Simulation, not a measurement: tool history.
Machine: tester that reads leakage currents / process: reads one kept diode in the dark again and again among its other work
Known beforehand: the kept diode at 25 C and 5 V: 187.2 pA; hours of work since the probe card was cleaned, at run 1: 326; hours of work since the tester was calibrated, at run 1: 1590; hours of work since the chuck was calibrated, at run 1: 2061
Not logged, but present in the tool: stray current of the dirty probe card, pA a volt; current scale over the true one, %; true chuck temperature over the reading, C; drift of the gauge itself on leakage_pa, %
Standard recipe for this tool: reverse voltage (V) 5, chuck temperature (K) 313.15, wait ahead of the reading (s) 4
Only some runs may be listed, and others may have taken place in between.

| run | day | reverse voltage (V) | chuck temperature (K) | wait ahead of the reading (s) | hours of work since the probe card was cleaned | hours of work since the tester was calibrated | hours of work since the chuck was calibrated | current that the tester gives (pA) |
|---|---|---|---|---|---|---|---|---|
| 1 | 0 | 5 | 313.15 | 4 | 326 | 1590 | 2061 | 587.73 |
| 2 | 2.025 | 5 | 313.15 | 4 | 365 | 1628 | 2100 | 583.91 |
|  | 4.8 | chuck's temperature calibrated |
| 3 | 6.729 | 5 | 313.15 | 4 | 453 | 1717 | 37 | 641.89 |
| 4 | 11.362 | 5 | 313.15 | 4 | 542 | 1805 | 126 | 645.15 |
| 5 | 13.992 | 5 | 313.15 | 4 | 592 | 1856 | 176 | 641.37 |
| 6 | 16.517 | 5 | 294.15 | 4 | 640 | 1904 | 224 | 137.69 |
| 7 | 21.071 | 5 | 313.15 | 6.85 | 728 | 1991 | 311 | 638.44 |
| 8 | 25.367 | 5 | 313.15 | 6.85 | 810 | 2073 | 393 | 637.76 |
| 9 | 28.054 | 1.37 | 313.15 | 4 | 861 | 2125 | 445 | 426.75 |
|  | 28.396 | tester calibrated |
| 10 | 31.05 | 1.37 | 313.15 | 4 | 917 | 51 | 501 | 426.88 |
| 11 | 35.212 | 1.37 | 310.15 | 8.1 | 997 | 130 | 580 | 337.02 |
| 12 | 39.179 | 1.38 | 301.15 | 1.37 | 1072 | 206 | 656 | 163.38 |
| 13 | 43.312 | 1.38 | 301.15 | 1.37 | 1152 | 285 | 735 | 163.27 |
|  | 44.346 | probe card cleaned and baked |
| 14 | 47.458 | 12.31 | 316.15 | 0.32 | 60 | 362 | 812 | 1037.41 |
| 15 | 49.608 | 12.31 | 316.15 | 0.32 | 101 | 403 | 853 | 1039.72 |

Consider 3 possible next runs. They are alternatives, not a sequence: every one starts from the tool as it was left by run 15. What does each give?
|  | 51.421 | tester calibrated, once more |
| A | 53.204 | 4.51 | 316.15 | 3.81 | 168 | 34 | 921 | ? |
|  | 51.421 | tester calibrated, once more |
| B | 53.204 | 9.38 | 316.15 | 0.32 | 168 | 34 | 921 | ? |
|  | 51.421 | tester calibrated, once more |
| C | 53.204 | 11.52 | 321.15 | 0.38 | 168 | 34 | 921 | ? |

| run | current that the tester gives (pA) |
|---|---|
| A | 745.83 |
| B | 940.71 |
| C | 1456.79 |
What these runs would have given with no unlogged condition in the tool:
| run | current that the tester gives (pA) |
|---|---|
| A | 771.01 |
| B | 970.92 |
| C | 1503.14 |
